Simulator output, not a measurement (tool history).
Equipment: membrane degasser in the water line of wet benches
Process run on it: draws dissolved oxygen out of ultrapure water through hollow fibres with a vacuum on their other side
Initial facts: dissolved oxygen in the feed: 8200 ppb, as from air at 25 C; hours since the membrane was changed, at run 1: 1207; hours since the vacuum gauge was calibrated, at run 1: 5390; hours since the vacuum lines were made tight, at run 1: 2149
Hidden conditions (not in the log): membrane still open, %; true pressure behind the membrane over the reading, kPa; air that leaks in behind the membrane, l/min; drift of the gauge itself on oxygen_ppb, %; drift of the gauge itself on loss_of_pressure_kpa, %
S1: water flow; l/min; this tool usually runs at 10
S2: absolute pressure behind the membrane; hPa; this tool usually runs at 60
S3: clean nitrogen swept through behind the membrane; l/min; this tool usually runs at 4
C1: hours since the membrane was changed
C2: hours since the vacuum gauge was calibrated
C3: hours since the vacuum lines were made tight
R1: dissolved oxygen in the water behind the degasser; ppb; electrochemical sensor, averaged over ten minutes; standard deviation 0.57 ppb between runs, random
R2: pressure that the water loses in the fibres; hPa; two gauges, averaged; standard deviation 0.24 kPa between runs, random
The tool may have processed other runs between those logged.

{"run": 1, "hour": 0.0, "S1": 10, "S2": 60, "S3": 4, "C1": 1207, "C2": 5390, "C3": 2149, "R1": 51.7, "R2": 637.2}
{"run": 2, "hour": 37.2, "S1": 10, "S2": 60, "S3": 4, "C1": 1245, "C2": 5427, "C3": 2186, "R1": 52.1, "R2": 632}
{"run": 3, "hour": 87.7, "S1": 10, "S2": 60, "S3": 4, "C1": 1295, "C2": 5478, "C3": 2237, "R1": 52.1, "R2": 635.7}
{"run": 4, "hour": 156.4, "S1": 10, "S2": 60, "S3": 4, "C1": 1364, "C2": 5546, "C3": 2306, "R1": 52.1, "R2": 634.3}
{"run": 5, "hour": 198.6, "S1": 10, "S2": 74.6, "S3": 4, "C1": 1406, "C2": 5589, "C3": 2348, "R1": 62.4, "R2": 636.1}
{"run": 6, "hour": 272.2, "S1": 10, "S2": 74.6, "S3": 4, "C1": 1479, "C2": 5662, "C3": 2421, "R1": 63.2, "R2": 640.3}
{"run": 7, "hour": 313.9, "S1": 10, "S2": 60, "S3": 2.65, "C1": 1521, "C2": 5704, "C3": 2463, "R1": 63.1, "R2": 635.7}
{"run": 8, "hour": 373.0, "S1": 10, "S2": 51.4, "S3": 4, "C1": 1580, "C2": 5763, "C3": 2522, "R1": 47.1, "R2": 636.3}
{"run": 9, "hour": 412.8, "S1": 10, "S2": 51.4, "S3": 4, "C1": 1620, "C2": 5803, "C3": 2562, "R1": 48, "R2": 637.2}
{"run": 10, "hour": 449.0, "S1": 10, "S2": 51.4, "S3": 4, "C1": 1656, "C2": 5839, "C3": 2598, "R1": 47.4, "R2": 640.5}
{"run": 11, "hour": 515.2, "S1": 10, "S2": 51.4, "S3": 4, "C1": 1722, "C2": 5905, "C3": 2664, "R1": 47.9, "R2": 638.8}
{"run": 12, "hour": 577.3, "S1": 10, "S2": 51.4, "S3": 4, "C1": 1785, "C2": 5967, "C3": 2726, "R1": 47.8, "R2": 637.2}
{"hour": 585.0, "done": "vacuum gauge calibrated"}
{"run": 13, "hour": 632.3, "S1": 6, "S2": 51.4, "S3": 4, "C1": 1839, "C2": 47, "C3": 2781, "R1": 18.9, "R2": 382.3}
{"run": 14, "hour": 700.1, "S1": 10, "S2": 60, "S3": 3.3, "C1": 1907, "C2": 115, "C3": 2849, "R1": 58.4, "R2": 634.3}
{"run": 15, "hour": 751.6, "S1": 10, "S2": 60, "S3": 3.3, "C1": 1958, "C2": 167, "C3": 2900, "R1": 59, "R2": 635.6}
{"run": 16, "hour": 813.7, "S1": 10, "S2": 60, "S3": 3.3, "C1": 2021, "C2": 229, "C3": 2962, "R1": 58, "R2": 641.2}
{"hour": 881.7, "done": "vacuum gauge calibrated, once more"}
{"run": 17, "hour": 888.2, "S1": 9, "S2": 55.7, "S3": 4, "C1": 2095, "C2": 6, "C3": 3036, "R1": 39.1, "R2": 573.9}
{"run": 18, "hour": 921.7, "S1": 10, "S2": 41.4, "S3": 4.89, "C1": 2128, "C2": 40, "C3": 3070, "R1": 38.3, "R2": 642.1}
{"run": 19, "hour": 983.3, "S1": 10, "S2": 41.4, "S3": 4.89, "C1": 2190, "C2": 102, "C3": 3131, "R1": 38.1, "R2": 643.3}
{"run": 20, "hour": 1019.1, "S1": 10, "S2": 41.4, "S3": 4.89, "C1": 2225, "C2": 137, "C3": 3167, "R1": 38.4, "R2": 641.5}
{"run": 21, "hour": 1079.4, "S1": 6, "S2": 60, "S3": 3.86, "C1": 2286, "C2": 198, "C3": 3228, "R1": 20.6, "R2": 381.5}
{"run": 22, "hour": 1116.0, "S1": 6, "S2": 47.9, "S3": 3.16, "C1": 2322, "C2": 234, "C3": 3264, "R1": 17, "R2": 385.2}
{"run": 23, "hour": 1184.7, "S1": 6, "S2": 67.8, "S3": 1.82, "C1": 2391, "C2": 303, "C3": 3333, "R1": 40.2, "R2": 381}
{"run": 24, "hour": 1249.9, "S1": 15, "S2": 86.4, "S3": 2.66, "C1": 2456, "C2": 368, "C3": 3398, "R1": 153.2, "R2": 957}
{"run": 25, "hour": 1311.8, "S1": 8, "S2": 66.3, "S3": 10.58, "C1": 2518, "C2": 430, "C3": 3460, "R1": 26.9, "R2": 511.5}
{"run": 26, "hour": 1384.2, "S1": 8, "S2": 91.4, "S3": 5.82, "C1": 2590, "C2": 502, "C3": 3532, "R1": 40.8, "R2": 513.9}
{"run": 27, "hour": 1444.7, "S1": 6, "S2": 74.1, "S3": 4.24, "C1": 2651, "C2": 563, "C3": 3593, "R1": 25.1, "R2": 384}
{"run": 28, "hour": 1496.8, "S1": 6, "S2": 74.1, "S3": 2.19, "C1": 2703, "C2": 615, "C3": 3645, "R1": 39.8, "R2": 385.7}
{"run": 29, "hour": 1567.2, "S1": 6, "S2": 52.8, "S3": 2.19, "C1": 2774, "C2": 686, "C3": 3715, "R1": 24.4, "R2": 383.7}
{"run": 30, "hour": 1605.3, "S1": 6, "S2": 52.8, "S3": 2.19, "C1": 2812, "C2": 724, "C3": 3753, "R1": 24.4, "R2": 383.3}
{"run": 31, "hour": 1659.1, "S1": 10, "S2": 116.4, "S3": 4.49, "C1": 2865, "C2": 777, "C3": 3807, "R1": 82.2, "R2": 645.4}
{"run": 32, "hour": 1739.6, "S1": 7, "S2": 102.6, "S3": 4.49, "C1": 2946, "C2": 858, "C3": 3888, "R1": 42.6, "R2": 447.3}

Selected run-to-run steps in R1, each split into two signed amounts: the part the tool would show with no hidden state at all (from settings, incoming material and random variation), and the remainder, which goes to the hidden state together with any gauge scatter not common to the measured and the hidden-state-free results:
Run 13 -> 14: S1 6 -> 10, S2 51.4 -> 60, S3 4 -> 3.3. R1 +39.5 ppb: hidden state +3.4, all else +36.1.
Run 16 -> 17: S1 10 -> 9, S2 60 -> 55.7, S3 3.3 -> 4, vacuum gauge calibrated, once more. R1 -18.9 ppb: hidden state -4.9, all else -14.
Run 23 -> 24: S1 6 -> 15, S2 67.8 -> 86.4, S3 1.82 -> 2.66. R1 +113 ppb: hidden state +3.2, all else +109.8.
Run 24 -> 25: S1 15 -> 8, S2 86.4 -> 66.3, S3 2.66 -> 10.58. R1 -126.3 ppb: hidden state -3.8, all else -122.5.
Run 30 -> 31: S1 6 -> 10, S2 52.8 -> 116.4, S3 2.19 -> 4.49. R1 +57.8 ppb: hidden state +2.6, all else +55.2.
